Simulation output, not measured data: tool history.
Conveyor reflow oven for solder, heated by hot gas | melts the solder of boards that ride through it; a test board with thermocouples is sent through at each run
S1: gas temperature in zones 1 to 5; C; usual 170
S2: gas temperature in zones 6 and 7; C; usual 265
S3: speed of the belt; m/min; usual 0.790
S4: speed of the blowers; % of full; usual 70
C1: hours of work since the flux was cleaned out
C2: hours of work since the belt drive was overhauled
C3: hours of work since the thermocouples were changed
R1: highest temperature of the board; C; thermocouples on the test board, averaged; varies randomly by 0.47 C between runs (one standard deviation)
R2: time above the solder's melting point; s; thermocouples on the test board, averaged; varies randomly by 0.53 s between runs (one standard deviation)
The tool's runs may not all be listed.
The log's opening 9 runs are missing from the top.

{"hour": 257.7, "done": "flux residue cleaned out of gas plates and filters"}
{"run": 10, "hour": 260.3, "S1": 170, "S2": 265, "S3": 0.79, "S4": 70, "C1": 2, "C2": 237, "C3": 39, "R1": 251.4, "R2": 43.7}
{"run": 11, "hour": 292.5, "S1": 170, "S2": 265, "S3": 0.79, "S4": 70, "C1": 28, "C2": 263, "C3": 64, "R1": 250.3, "R2": 44.3}
{"run": 12, "hour": 310.4, "S1": 170, "S2": 265, "S3": 0.79, "S4": 70, "C1": 42, "C2": 277, "C3": 78, "R1": 251.0, "R2": 44.0}
{"run": 13, "hour": 342.6, "S1": 170, "S2": 265, "S3": 0.79, "S4": 70, "C1": 67, "C2": 303, "C3": 104, "R1": 250.3, "R2": 43.4}
{"run": 14, "hour": 373.2, "S1": 170, "S2": 265, "S3": 0.79, "S4": 70, "C1": 92, "C2": 327, "C3": 128, "R1": 250.4, "R2": 43.6}
{"run": 15, "hour": 395.5, "S1": 170, "S2": 258, "S3": 0.79, "S4": 70, "C1": 109, "C2": 345, "C3": 146, "R1": 244.0, "R2": 39.6}
{"run": 16, "hour": 436.6, "S1": 170, "S2": 265, "S3": 0.79, "S4": 54, "C1": 142, "C2": 377, "C3": 178, "R1": 245.0, "R2": 38.6}
{"run": 17, "hour": 456.0, "S1": 182, "S2": 275, "S3": 0.79, "S4": 54, "C1": 157, "C2": 393, "C3": 194, "R1": 256.5, "R2": 49.7}
{"run": 18, "hour": 474.0, "S1": 182, "S2": 275, "S3": 0.79, "S4": 54, "C1": 172, "C2": 407, "C3": 208, "R1": 256.2, "R2": 49.0}
{"run": 19, "hour": 498.8, "S1": 180, "S2": 277, "S3": 0.667, "S4": 70, "C1": 191, "C2": 427, "C3": 228, "R1": 265.5, "R2": 63.9}
{"run": 20, "hour": 523.5, "S1": 180, "S2": 277, "S3": 0.779, "S4": 54, "C1": 211, "C2": 446, "C3": 247, "R1": 257.7, "R2": 51.3}
{"run": 21, "hour": 555.0, "S1": 180, "S2": 277, "S3": 0.943, "S4": 54, "C1": 236, "C2": 471, "C3": 272, "R1": 249.7, "R2": 36.4}
{"run": 22, "hour": 595.7, "S1": 170, "S2": 261, "S3": 0.79, "S4": 79, "C1": 268, "C2": 503, "C3": 305, "R1": 246.7, "R2": 42.2}
{"run": 23, "hour": 629.0, "S1": 168, "S2": 259, "S3": 0.676, "S4": 64, "C1": 294, "C2": 530, "C3": 331, "R1": 245.6, "R2": 48.3}
{"run": 24, "hour": 650.8, "S1": 172, "S2": 259, "S3": 0.9, "S4": 64, "C1": 312, "C2": 547, "C3": 348, "R1": 237.2, "R2": 28.7}
{"run": 25, "hour": 688.4, "S1": 172, "S2": 276, "S3": 0.9, "S4": 71, "C1": 341, "C2": 577, "C3": 378, "R1": 252.5, "R2": 39.4}
{"run": 26, "hour": 727.6, "S1": 172, "S2": 268, "S3": 0.9, "S4": 89, "C1": 373, "C2": 608, "C3": 409, "R1": 249.2, "R2": 37.4}
{"run": 27, "hour": 755.1, "S1": 172, "S2": 268, "S3": 0.9, "S4": 89, "C1": 394, "C2": 630, "C3": 431, "R1": 248.2, "R2": 38.2}
{"run": 28, "hour": 795.0, "S1": 167, "S2": 268, "S3": 0.9, "S4": 89, "C1": 426, "C2": 661, "C3": 463, "R1": 248.0, "R2": 35.0}
{"run": 29, "hour": 826.6, "S1": 167, "S2": 268, "S3": 0.9, "S4": 89, "C1": 451, "C2": 686, "C3": 488, "R1": 246.7, "R2": 35.6}
{"hour": 834.2, "done": "flux residue cleaned out of gas plates and filters"}
{"run": 30, "hour": 849.3, "S1": 167, "S2": 268, "S3": 0.9, "S4": 89, "C1": 12, "C2": 701, "C3": 502, "R1": 251.3, "R2": 39.1}
{"run": 31, "hour": 869.7, "S1": 172, "S2": 265, "S3": 0.672, "S4": 79, "C1": 28, "C2": 717, "C3": 518, "R1": 255.5, "R2": 57.2}

Alternative continuations, all from the tool just after run 31; predict every row:
{"run": "A", "hour": 909.6, "S1": 170, "S2": 273, "S3": 0.79, "S4": 70, "C1": 60, "C2": 748, "C3": 550, "R1": "?", "R2": "?"}
{"run": "B", "hour": 909.6, "S1": 172, "S2": 255, "S3": 0.671, "S4": 79, "C1": 60, "C2": 748, "C3": 550, "R1": "?", "R2": "?"}
{"run": "C", "hour": 909.6, "S1": 173, "S2": 276, "S3": 0.678, "S4": 79, "C1": 60, "C2": 748, "C3": 550, "R1": "?", "R2": "?"}
{"run": "D", "hour": 909.6, "S1": 172, "S2": 265, "S3": 0.914, "S4": 79, "C1": 60, "C2": 748, "C3": 550, "R1": "?", "R2": "?"}

run=A R1=256.9 R2=47.9
run=B R1=245.6 R2=52.3
run=C R1=265.2 R2=61.3
run=D R1=247.2 R2=37.1
With the hidden condition removed and each run's random variation left untouched, the same runs would have given:
run=A R1=259.0 R2=48.1
run=B R1=247.6 R2=52.9
run=C R1=267.4 R2=61.2
run=D R1=249.3 R2=37.6

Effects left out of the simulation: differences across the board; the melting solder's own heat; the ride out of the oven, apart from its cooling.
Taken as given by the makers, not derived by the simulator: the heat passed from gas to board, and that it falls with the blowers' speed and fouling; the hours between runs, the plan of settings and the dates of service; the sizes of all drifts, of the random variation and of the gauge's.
